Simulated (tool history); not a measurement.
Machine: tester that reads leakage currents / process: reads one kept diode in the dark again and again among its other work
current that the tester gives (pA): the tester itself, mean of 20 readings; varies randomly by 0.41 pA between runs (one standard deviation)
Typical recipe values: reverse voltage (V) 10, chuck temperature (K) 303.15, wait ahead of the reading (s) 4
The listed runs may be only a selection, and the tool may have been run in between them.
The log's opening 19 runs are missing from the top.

run    hour  reverse voltage (V)  chuck temperature (K)  wait ahead of the reading (s)  hours of work since the probe card was cleaned  hours of work since the tester was calibrated  hours of work since the chuck was calibrated  current that the tester gives (pA)
 20  2733.4                   10                 303.15                              4                                            1596                                           1784                                           199                              136.97
 21  2904.8                 19.8                 303.15                           1.35                                            1717                                           1905                                           320                              201.41
 22  3055.4                   10                 313.15                           6.83                                            1823                                           2011                                           426                              310.17
 23  3226.2                  2.5                 303.15                           0.81                                            1944                                           2132                                           547                               63.64
 24  3323.4                   10                 318.15                           0.68                                            2013                                           2201                                           616                              457.41
     3383.9  -- chuck's temperature calibrated
 25    3410                   10                 318.15                           0.68                                            2072                                           2260                                            18                              457.22
 26  3561.7                    3                 318.15                           0.68                                            2180                                           2368                                           126                              234.22
 27  3722.8                  1.1                 318.15                           0.46                                            2293                                           2482                                           240                              134.49
 28  3915.5                  2.7                 300.15                           1.45                                            2430                                           2618                                           376                               51.34
 29  4095.7                  2.7                 300.15                           1.45                                            2557                                           2745                                           503                               51.51
 30    4247                  1.7                 303.15                              4                                            2664                                           2852                                           610                                51.2
     4317.1  -- chuck's temperature calibrated
 31  4435.3                 14.9                 326.15                              4                                            2796                                           2984                                            84                             1033.74

Run 32 is up next; what results do you expect?
     4482.3  -- tester calibrated
 32  4641.2                   10                 298.15                           0.64                                            2940                                            112                                           228                                   ?

current that the tester gives (pA): 91.69
Without the tool's hidden state the same run would have given current that the tester gives (pA) 91.63.

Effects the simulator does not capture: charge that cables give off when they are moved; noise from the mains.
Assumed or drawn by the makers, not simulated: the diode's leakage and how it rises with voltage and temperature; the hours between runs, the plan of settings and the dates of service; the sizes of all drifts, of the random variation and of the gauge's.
